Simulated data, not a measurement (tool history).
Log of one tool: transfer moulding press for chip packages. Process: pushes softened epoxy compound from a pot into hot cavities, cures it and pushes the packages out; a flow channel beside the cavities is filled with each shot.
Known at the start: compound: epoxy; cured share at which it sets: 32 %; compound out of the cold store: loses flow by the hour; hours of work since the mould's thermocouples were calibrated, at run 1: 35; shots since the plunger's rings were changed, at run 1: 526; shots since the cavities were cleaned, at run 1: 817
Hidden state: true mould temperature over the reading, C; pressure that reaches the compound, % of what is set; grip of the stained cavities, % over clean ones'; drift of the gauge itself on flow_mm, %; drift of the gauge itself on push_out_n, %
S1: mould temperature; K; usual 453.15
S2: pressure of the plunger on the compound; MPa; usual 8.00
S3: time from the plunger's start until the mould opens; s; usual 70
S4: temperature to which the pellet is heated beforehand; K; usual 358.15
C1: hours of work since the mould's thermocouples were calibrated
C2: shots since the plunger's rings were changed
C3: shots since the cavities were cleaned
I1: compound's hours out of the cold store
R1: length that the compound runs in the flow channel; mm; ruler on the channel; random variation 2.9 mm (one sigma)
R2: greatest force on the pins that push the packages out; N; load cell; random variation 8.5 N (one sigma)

run	hour	S1	S2	S3	S4	C1	C2	C3	I1	R1	R2
1	0.0	453.15	8.00	70	358.15	35	526	817	23.8	556	862
# hour 11.2: cavities cleaned with cleaning compound and waxed
2	11.2	453.15	8.00	70	358.15	40	624	0	28.4	536	384
3	17.3	453.15	8.00	70	358.15	42	686	62	37.5	516	465
4	26.5	453.15	8.00	70	358.15	46	779	155	16.6	564	590
5	32.8	453.15	8.00	70	358.15	49	842	218	35.3	516	593
6	39.2	453.15	8.00	70	358.15	52	907	283	18.1	564	681
7	46.7	453.15	8.00	70	358.15	55	983	359	22.3	553	700
8	51.9	453.15	6.70	70	358.15	58	1037	413	12.5	534	781
9	60.6	453.15	6.70	70	358.15	61	1124	500	38.6	466	720
10	72.8	453.15	7.05	70	358.15	67	1249	625	38.4	475	774
11	82.8	453.15	8.00	70	358.15	71	1349	725	26.2	545	816
12	90.7	453.15	8.97	70	358.15	75	1430	806	25.4	567	826
# hour 103.4: cavities cleaned with cleaning compound and waxed
13	103.9	453.15	8.97	62	358.15	80	1548	5	8.7	625	580
14	109.4	453.15	8.97	62	358.15	82	1604	61	12.5	608	679
15	117.4	453.15	8.97	62	358.15	86	1686	143	25.5	568	743
16	126.4	453.15	8.97	62	358.15	90	1776	233	16.4	593	894
17	133.8	460.15	8.00	56	358.15	93	1851	308	40.6	481	745
18	140.2	460.15	8.00	56	358.15	96	1916	373	10.8	566	878
19	152.3	460.15	8.00	56	358.15	101	2039	496	32.1	506	853
20	161.1	450.15	8.44	56	360.15	105	2128	585	38.1	525	1641
21	167.2	453.15	9.29	70	349.15	108	2190	647	13.9	611	867
22	178.4	459.15	7.12	70	358.15	113	2304	761	9.2	527	664
23	188.8	453.15	9.42	70	367.15	117	2409	866	44.2	524	806
# hour 194.7: cavities cleaned with cleaning compound and waxed
24	198.4	453.15	9.42	70	358.15	121	2491	38	8.4	621	455
25	208.7	451.15	6.34	70	358.15	125	2595	142	44.3	432	600
26	219.3	459.15	6.34	70	357.15	130	2703	250	36.0	433	501
27	230.5	459.15	6.34	70	357.15	135	2816	363	41.1	423	540
28	242.5	459.15	6.34	70	357.15	140	2938	485	11.2	494	593
29	247.8	453.15	8.00	55	360.15	143	2992	539	17.8	540	1503

Forecast each of these 4 alternatives for the next run:
A	260.4	453.15	8.00	88	360.15	148	3120	667	29.6	?	?
B	260.4	453.15	8.32	70	352.15	148	3120	667	31.8	?	?
C	260.4	458.15	8.00	55	360.15	148	3120	667	35.8	?	?
D	260.4	446.15	6.27	92	360.15	148	3120	667	43.2	?	?

run	R1	R2
A	511	583
B	519	825
C	488	1139
D	430	680
Without the tool's hidden state the same runs would have given:
run	R1	R2
A	541	276
B	549	393
C	517	545
D	455	325

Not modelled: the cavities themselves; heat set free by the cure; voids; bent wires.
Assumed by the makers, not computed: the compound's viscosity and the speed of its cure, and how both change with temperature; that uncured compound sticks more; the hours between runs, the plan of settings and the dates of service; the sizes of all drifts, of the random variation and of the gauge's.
